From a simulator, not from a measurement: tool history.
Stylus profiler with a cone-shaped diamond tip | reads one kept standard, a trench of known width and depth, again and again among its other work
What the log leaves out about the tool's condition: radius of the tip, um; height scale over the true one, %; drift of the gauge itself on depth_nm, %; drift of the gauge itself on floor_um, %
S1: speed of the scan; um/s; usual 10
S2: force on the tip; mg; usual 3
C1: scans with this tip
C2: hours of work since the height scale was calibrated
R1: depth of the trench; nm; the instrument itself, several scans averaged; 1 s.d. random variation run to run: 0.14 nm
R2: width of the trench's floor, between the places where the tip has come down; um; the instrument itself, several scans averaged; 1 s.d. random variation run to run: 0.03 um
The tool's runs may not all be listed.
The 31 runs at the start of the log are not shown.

run 32 hour=2016.6 | S1=2 S2=2.41 | C1=11234 C2=100 | R1=508.41 R2=94.62
run 33 hour=2065.3 | S1=2 S2=2.41 | C1=11408 C2=131 | R1=508.42 R2=94.65
run 34 hour=2125 | S1=5 S2=8.81 | C1=11622 C2=168 | R1=520.13 R2=94.57
run 35 hour=2206.8 | S1=7 S2=3.89 | C1=11914 C2=219 | R1=511.44 R2=94.53
run 36 hour=2272.6 | S1=7 S2=3.89 | C1=12149 C2=259 | R1=511.26 R2=94.54
run 37 hour=2338.1 | S1=7 S2=3.89 | C1=12383 C2=300 | R1=511.55 R2=94.47
run 38 hour=2375.6 | S1=7 S2=3.89 | C1=12517 C2=323 | R1=511.26 R2=94.5
run 39 hour=2435.5 | S1=5 S2=6.52 | C1=12731 C2=360 | R1=516.13 R2=94.44
run 40 hour=2517.5 | S1=13 S2=5.72 | C1=13024 C2=411 | R1=514.72 R2=94.38
run 41 hour=2564.3 | S1=40 S2=5.72 | C1=13191 C2=440 | R1=514.53 R2=94.42
run 42 hour=2653 | S1=7 S2=1.99 | C1=13508 C2=495 | R1=506.7 R2=94.42
run 43 hour=2698.8 | S1=4 S2=1.99 | C1=13672 C2=524 | R1=507.03 R2=94.38
run 44 hour=2747.5 | S1=4 S2=1.99 | C1=13846 C2=554 | R1=506.77 R2=94.32
run 45 hour=2826.4 | S1=4 S2=1.99 | C1=14128 C2=603 | R1=506.69 R2=94.36
run 46 hour=2879.1 | S1=4 S2=1.99 | C1=14316 C2=636 | R1=506.37 R2=94.36
run 47 hour=2918.1 | S1=3 S2=2.19 | C1=14456 C2=660 | R1=506.93 R2=94.35

Forecast each of these 3 alternatives for the next run:
run A hour=2996 | S1=3 S2=6.85 | C1=14734 C2=708 | R1=? R2=?
run B hour=2996 | S1=3 S2=2.03 | C1=14734 C2=708 | R1=? R2=?
run C hour=2996 | S1=7 S2=3 | C1=14734 C2=708 | R1=? R2=?

run=A R1=515.87 R2=94.28
run=B R1=506.31 R2=94.33
run=C R1=508.69 R2=94.34
With no hidden state in the tool, these same runs would have given:
run=A R1=516.97 R2=95.6
run=B R1=507.39 R2=95.65
run=C R1=509.78 R2=95.67
